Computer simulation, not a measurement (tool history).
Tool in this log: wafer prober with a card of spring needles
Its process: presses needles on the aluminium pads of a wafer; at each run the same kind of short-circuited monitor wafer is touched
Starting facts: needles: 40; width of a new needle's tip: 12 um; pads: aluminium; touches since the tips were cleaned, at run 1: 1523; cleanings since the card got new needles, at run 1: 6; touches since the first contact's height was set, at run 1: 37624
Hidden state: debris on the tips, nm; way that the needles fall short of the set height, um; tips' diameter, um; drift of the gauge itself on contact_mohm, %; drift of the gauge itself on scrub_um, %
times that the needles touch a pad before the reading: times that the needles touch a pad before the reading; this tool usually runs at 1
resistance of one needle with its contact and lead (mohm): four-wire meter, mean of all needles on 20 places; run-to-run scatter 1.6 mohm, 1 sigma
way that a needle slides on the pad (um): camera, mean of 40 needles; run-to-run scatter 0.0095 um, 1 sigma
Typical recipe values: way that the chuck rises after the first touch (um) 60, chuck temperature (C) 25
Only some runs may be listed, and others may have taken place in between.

run   hour  way that the chuck rises after the first touch (um)  chuck temperature (C)  times that the needles touch a pad before the reading  touches since the tips were cleaned  cleanings since the card got new needles  touches since the first contact's height was set  resistance of one needle with its contact and lead (mohm)  way that a needle slides on the pad (um)
  1      0                                                   60                     25                                                      1                                 1523                                         6                                             37624                                                        147                                     8.089
       8.3  -- tips cleaned on abrasive film
  2    9.5                                                   60                     25                                                      1                                  510                                         7                                             41702                                                        145                                     8.062
  3   13.5                                                   60                     25                                                      1                                 2266                                         7                                             43458                                                        148                                     8.066
      20.4  -- tips cleaned on abrasive film
  4   20.4                                                   54                     25                                                      1                                    0                                         8                                             46427                                                        150                                     7.226
  5   29.6                                                   54                     25                                                      1                                 4023                                         8                                             50450                                                        151                                     7.245
      32.1  -- tips cleaned on abrasive film
  6   34.4                                                   54                     25                                                      1                                  991                                         9                                             52500                                                        150                                     7.214
  7   39.9                                                   54                     25                                                      1                                 3386                                         9                                             54895                                                        151                                     7.236
      44.1  -- tips cleaned on abrasive film
  8     49                                                   60                     35                                                      1                                 2134                                        10                                             58832                                                        152                                     8.018
      56.5  -- tips cleaned on abrasive film
  9   56.9                                                   60                     25                                                      1                                  171                                        11                                             62197                                                        147                                     8.012
 10   64.4                                                   60                     25                                                      1                                 3445                                        11                                             65471                                                        149                                     8.013
      68.5  -- tips cleaned on abrasive film
 11   69.2                                                   60                     25                                                      2                                  294                                        12                                             67528                                                        150                                     8.009
 12   76.8                                                   60                     37                                                      1                                 3611                                        12                                             70845                                                        147                                     7.992
        81  -- tips cleaned on abrasive film
 13   85.8                                                   73                     25                                                      1                                 2089                                        13                                             74742                                                        148                                     9.697
      92.9  -- tips cleaned on abrasive film
 14   92.9                                                   60                     25                                                      1                                    0                                        14                                             77766                                                        148                                     7.984
 15  100.8                                                   60                     25                                                      1                                 3470                                        14                                             81236                                                        149                                     7.966
       105  -- tips cleaned on abrasive film
 16  105.5                                                   60                     25                                                      1                                  210                                        15                                             83220                                                        149                                     7.962
 17  114.1                                                   60                     25                                                      1                                 3970                                        15                                             86980                                                        148                                     7.947
     117.1  -- tips cleaned on abrasive film
 18  122.5                                                   52                     52                                                      2                                 2346                                        16                                             90595                                                        157                                     6.869
 19  127.8                                                   55                     55                                                      2                                 4667                                        16                                             92916                                                        155                                     7.277
       129  -- tips cleaned on abrasive film
 20  134.3                                                   55                     55                                                      2                                 2326                                        17                                             95697                                                        155                                      7.25
     141.4  -- tips cleaned on abrasive film
 21  143.3                                                   78                     55                                                      2                                  830                                        18                                             99561                                                        151                                    10.283
 22  148.4                                                   73                     72                                                      1                                 3062                                        18                                            101793                                                        152                                     9.627
     153.1  -- tips cleaned on abrasive film
 23  154.3                                                   60                     37                                                      1                                  513                                        19                                            104342                                                        150                                       7.9
     156.7  -- gauge calibrated
 24    163                                                   52                     83                                                      2                                 4319                                        19                                            108148                                                        162                                     6.996
     165.2  -- tips cleaned on abrasive film
 25  168.1                                                   60                     43                                                      2                                 1260                                        20                                            110317                                                        149                                     8.059
     177.1  -- tips cleaned on abrasive film
 26  177.1                                                   70                     31                                                      1                                    0                                        21                                            114181                                                        148                                     9.394
 27  186.4                                                   43                     36                                                      2                                 4076                                        21                                            118257                                                        154                                     5.768
     188.8  -- tips cleaned on abrasive film
 28  191.2                                                   66                     70                                                      1                                 1013                                        22                                            120276                                                        154                                     8.847
 29  199.1                                                   66                     70                                                      1                                 4489                                        22                                            123752                                                        155                                     8.834
     200.9  -- tips cleaned on abrasive film
 30  203.3                                                   48                     25                                                      1                                 1074                                        23                                            125535                                                        151                                     6.421
 31  212.5                                                   48                     25                                                      1                                 5059                                        23                                            129520                                                        155                                     6.395
     213.4  -- tips cleaned on abrasive film
 32  219.5                                                   71                     75                                                      1                                 2697                                        24                                            132562                                                        156                                     9.481

Hidden condition of the tool, last listed run before each entry between runs versus first listed run after:
Between runs 1 and 2: tips cleaned on abrasive film (hour 8.3)
  debris on the tips, nm: 0.5 -> 0.2; drift of the gauge itself on scrub_um, %: 0 -> -0.14
  measured less the result without the state, way that a needle slides on the pad (um): +0 -> -0.011
Between runs 3 and 4: tips cleaned on abrasive film (hour 20.4)
  debris on the tips, nm: 0.5 -> 0.1; drift of the gauge itself on scrub_um, %: -0.19 -> -0.29
  measured less the result without the state, way that a needle slides on the pad (um): -0.016 -> -0.022
Between runs 5 and 6: tips cleaned on abrasive film (hour 32.1)
  debris on the tips, nm: 0.7 -> 0.3; drift of the gauge itself on scrub_um, %: -0.43 -> -0.5
  measured less the result without the state, way that a needle slides on the pad (um): -0.032 -> -0.036
Between runs 7 and 8: tips cleaned on abrasive film (hour 44.1)
  debris on the tips, nm: 0.6 -> 0.5; drift of the gauge itself on scrub_um, %: -0.58 -> -0.71
  measured less the result without the state, way that a needle slides on the pad (um): -0.043 -> -0.057
Between runs 8 and 9: tips cleaned on abrasive film (hour 56.5)
  debris on the tips, nm: 0.5 -> 0.1; drift of the gauge itself on scrub_um, %: -0.71 -> -0.82
  measured less the result without the state, way that a needle slides on the pad (um): -0.057 -> -0.067
Between runs 10 and 11: tips cleaned on abrasive film (hour 68.5)
  debris on the tips, nm: 0.7 -> 0.1; drift of the gauge itself on scrub_um, %: -0.93 -> -1
  measured less the result without the state, way that a needle slides on the pad (um): -0.075 -> -0.081
Between runs 12 and 13: tips cleaned on abrasive film (hour 81)
  debris on the tips, nm: 0.7 -> 0.5; drift of the gauge itself on scrub_um, %: -1.11 -> -1.24
  measured less the result without the state, way that a needle slides on the pad (um): -0.09 -> -0.122
Between runs 13 and 14: tips cleaned on abrasive film (hour 92.9)
  debris on the tips, nm: 0.5 -> 0; drift of the gauge itself on scrub_um, %: -1.24 -> -1.34
  measured less the result without the state, way that a needle slides on the pad (um): -0.122 -> -0.109
Between runs 15 and 16: tips cleaned on abrasive film (hour 105)
  debris on the tips, nm: 0.7 -> 0.1; drift of the gauge itself on scrub_um, %: -1.45 -> -1.52
  measured less the result without the state, way that a needle slides on the pad (um): -0.118 -> -0.123
Between runs 17 and 18: tips cleaned on abrasive film (hour 117.1)
  debris on the tips, nm: 0.7 -> 0.5; drift of the gauge itself on scrub_um, %: -1.65 -> -1.77
  measured less the result without the state, way that a needle slides on the pad (um): -0.133 -> -0.124
Between runs 19 and 20: tips cleaned on abrasive film (hour 129)
  debris on the tips, nm: 0.7 -> 0.5; drift of the gauge itself on scrub_um, %: -1.84 -> -1.94
  measured less the result without the state, way that a needle slides on the pad (um): -0.137 -> -0.144
Between runs 20 and 21: tips cleaned on abrasive film (hour 141.4)
  debris on the tips, nm: 0.5 -> 0.3; drift of the gauge itself on scrub_um, %: -1.94 -> -2.06
  measured less the result without the state, way that a needle slides on the pad (um): -0.144 -> -0.218
Between runs 22 and 23: tips cleaned on abrasive film (hour 153.1)
  debris on the tips, nm: 0.6 -> 0.2; drift of the gauge itself on scrub_um, %: -2.14 -> -2.22
  measured less the result without the state, way that a needle slides on the pad (um): -0.211 -> -0.18
Between runs 23 and 24: gauge calibrated (hour 156.7)
  debris on the tips, nm: 0.2 -> 0.7; drift of the gauge itself on scrub_um, %: -2.22 -> -0.09
  measured less the result without the state, way that a needle slides on the pad (um): -0.18 -> -0.007
Between runs 24 and 25: tips cleaned on abrasive film (hour 165.2)
  debris on the tips, nm: 0.7 -> 0.4; drift of the gauge itself on scrub_um, %: -0.09 -> -0.17
  measured less the result without the state, way that a needle slides on the pad (um): -0.007 -> -0.014
Between runs 25 and 26: tips cleaned on abrasive film (hour 177.1)
  debris on the tips, nm: 0.4 -> 0.1; drift of the gauge itself on scrub_um, %: -0.17 -> -0.29
  measured less the result without the state, way that a needle slides on the pad (um): -0.014 -> -0.028
Between runs 27 and 28: tips cleaned on abrasive film (hour 188.8)
  debris on the tips, nm: 0.7 -> 0.3; drift of the gauge itself on scrub_um, %: -0.43 -> -0.5
  measured less the result without the state, way that a needle slides on the pad (um): -0.026 -> -0.045
Between runs 29 and 30: tips cleaned on abrasive film (hour 200.9)
  debris on the tips, nm: 0.7 -> 0.3; drift of the gauge itself on scrub_um, %: -0.61 -> -0.67
  measured less the result without the state, way that a needle slides on the pad (um): -0.055 -> -0.045
Between runs 31 and 32: tips cleaned on abrasive film (hour 213.4)
  debris on the tips, nm: 0.8 -> 0.6; drift of the gauge itself on scrub_um, %: -0.81 -> -0.91
  measured less the result without the state, way that a needle slides on the pad (um): -0.053 -> -0.088
